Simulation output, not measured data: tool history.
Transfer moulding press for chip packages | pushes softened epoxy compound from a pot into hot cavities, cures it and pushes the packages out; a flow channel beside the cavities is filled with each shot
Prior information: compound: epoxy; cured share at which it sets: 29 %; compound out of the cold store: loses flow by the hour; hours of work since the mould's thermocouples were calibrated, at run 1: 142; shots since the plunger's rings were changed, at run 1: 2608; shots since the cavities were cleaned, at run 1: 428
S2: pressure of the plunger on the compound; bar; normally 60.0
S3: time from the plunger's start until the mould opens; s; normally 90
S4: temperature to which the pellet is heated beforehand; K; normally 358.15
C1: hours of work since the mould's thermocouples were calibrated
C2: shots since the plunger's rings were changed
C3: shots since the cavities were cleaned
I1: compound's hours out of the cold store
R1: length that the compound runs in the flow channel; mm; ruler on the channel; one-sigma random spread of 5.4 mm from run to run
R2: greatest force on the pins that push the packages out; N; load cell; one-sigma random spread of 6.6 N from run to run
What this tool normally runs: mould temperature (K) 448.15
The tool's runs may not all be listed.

{"run": 1, "hour": 0.0, "mould temperature (K)": 448.15, "S2": 60.0, "S3": 90, "S4": 358.15, "C1": 142, "C2": 2608, "C3": 428, "I1": 34.5, "R1": 888, "R2": 448}
{"hour": 20.4, "done": "cavities cleaned with cleaning compound and waxed"}
{"run": 2, "hour": 36.7, "mould temperature (K)": 447.15, "S2": 60.0, "S3": 90, "S4": 358.15, "C1": 163, "C2": 2990, "C3": 176, "I1": 26.5, "R1": 911, "R2": 389}
{"run": 3, "hour": 51.6, "mould temperature (K)": 447.15, "S2": 60.0, "S3": 90, "S4": 358.15, "C1": 172, "C2": 3153, "C3": 339, "I1": 45.9, "R1": 862, "R2": 428}
{"hour": 79.4, "done": "cavities cleaned with cleaning compound and waxed"}
{"run": 4, "hour": 87.6, "mould temperature (K)": 448.15, "S2": 60.0, "S3": 90, "S4": 358.15, "C1": 192, "C2": 3528, "C3": 90, "I1": 18.2, "R1": 921, "R2": 330}
{"run": 5, "hour": 117.0, "mould temperature (K)": 448.15, "S2": 60.0, "S3": 90, "S4": 358.15, "C1": 210, "C2": 3847, "C3": 409, "I1": 23.2, "R1": 907, "R2": 454}
{"hour": 138.7, "done": "cavities cleaned with cleaning compound and waxed"}
{"run": 6, "hour": 139.5, "mould temperature (K)": 448.15, "S2": 60.0, "S3": 90, "S4": 358.15, "C1": 222, "C2": 4075, "C3": 8, "I1": 22.0, "R1": 911, "R2": 266}
{"run": 7, "hour": 168.1, "mould temperature (K)": 448.15, "S2": 60.0, "S3": 90, "S4": 358.15, "C1": 239, "C2": 4386, "C3": 319, "I1": 27.7, "R1": 891, "R2": 410}
{"run": 8, "hour": 191.5, "mould temperature (K)": 448.15, "S2": 60.0, "S3": 90, "S4": 358.15, "C1": 253, "C2": 4640, "C3": 573, "I1": 16.3, "R1": 917, "R2": 497}
{"hour": 197.9, "done": "cavities cleaned with cleaning compound and waxed"}
{"run": 9, "hour": 214.3, "mould temperature (K)": 453.15, "S2": 60.0, "S3": 119, "S4": 364.15, "C1": 266, "C2": 4871, "C3": 177, "I1": 33.6, "R1": 857, "R2": 255}
{"run": 10, "hour": 248.5, "mould temperature (K)": 448.15, "S2": 46.5, "S3": 123, "S4": 357.15, "C1": 286, "C2": 5243, "C3": 549, "I1": 33.5, "R1": 771, "R2": 358}
{"hour": 258.6, "done": "cavities cleaned with cleaning compound and waxed"}
{"run": 11, "hour": 281.6, "mould temperature (K)": 448.15, "S2": 46.5, "S3": 123, "S4": 357.15, "C1": 305, "C2": 5587, "C3": 250, "I1": 15.8, "R1": 815, "R2": 287}
{"run": 12, "hour": 298.6, "mould temperature (K)": 448.15, "S2": 71.8, "S3": 90, "S4": 361.15, "C1": 315, "C2": 5772, "C3": 435, "I1": 20.9, "R1": 989, "R2": 455}
{"hour": 313.9, "done": "plunger's sealing rings changed"}
{"hour": 322.0, "done": "cavities cleaned with cleaning compound and waxed"}
{"run": 13, "hour": 335.1, "mould temperature (K)": 453.15, "S2": 48.3, "S3": 90, "S4": 360.15, "C1": 334, "C2": 214, "C3": 143, "I1": 12.8, "R1": 844, "R2": 281}
{"run": 14, "hour": 366.4, "mould temperature (K)": 448.15, "S2": 66.7, "S3": 80, "S4": 358.15, "C1": 352, "C2": 554, "C3": 483, "I1": 19.3, "R1": 1001, "R2": 661}

3 ways to go on from here, each from the tool as it stands after run 14. What would each give?
{"hour": 381.2, "done": "cavities cleaned with cleaning compound and waxed"}
{"run": "A", "hour": 387.7, "mould temperature (K)": 448.15, "S2": 71.8, "S3": 90, "S4": 358.15, "C1": 364, "C2": 769, "C3": 71, "I1": 37.8, "R1": "?", "R2": "?"}
{"hour": 381.2, "done": "cavities cleaned with cleaning compound and waxed"}
{"run": "B", "hour": 387.7, "mould temperature (K)": 454.15, "S2": 48.4, "S3": 80, "S4": 358.15, "C1": 364, "C2": 769, "C3": 71, "I1": 33.6, "R1": "?", "R2": "?"}
{"hour": 381.2, "done": "cavities cleaned with cleaning compound and waxed"}
{"run": "C", "hour": 387.7, "mould temperature (K)": 448.15, "S2": 60.0, "S3": 70, "S4": 358.15, "C1": 364, "C2": 769, "C3": 71, "I1": 46.6, "R1": "?", "R2": "?"}

run=A R1=981 R2=304
run=B R1=790 R2=278
run=C R1=875 R2=579
Take away the tool's hidden state, keep each run's random variation, and the runs would have read:
run=A R1=989 R2=258
run=B R1=797 R2=237
run=C R1=883 R2=489

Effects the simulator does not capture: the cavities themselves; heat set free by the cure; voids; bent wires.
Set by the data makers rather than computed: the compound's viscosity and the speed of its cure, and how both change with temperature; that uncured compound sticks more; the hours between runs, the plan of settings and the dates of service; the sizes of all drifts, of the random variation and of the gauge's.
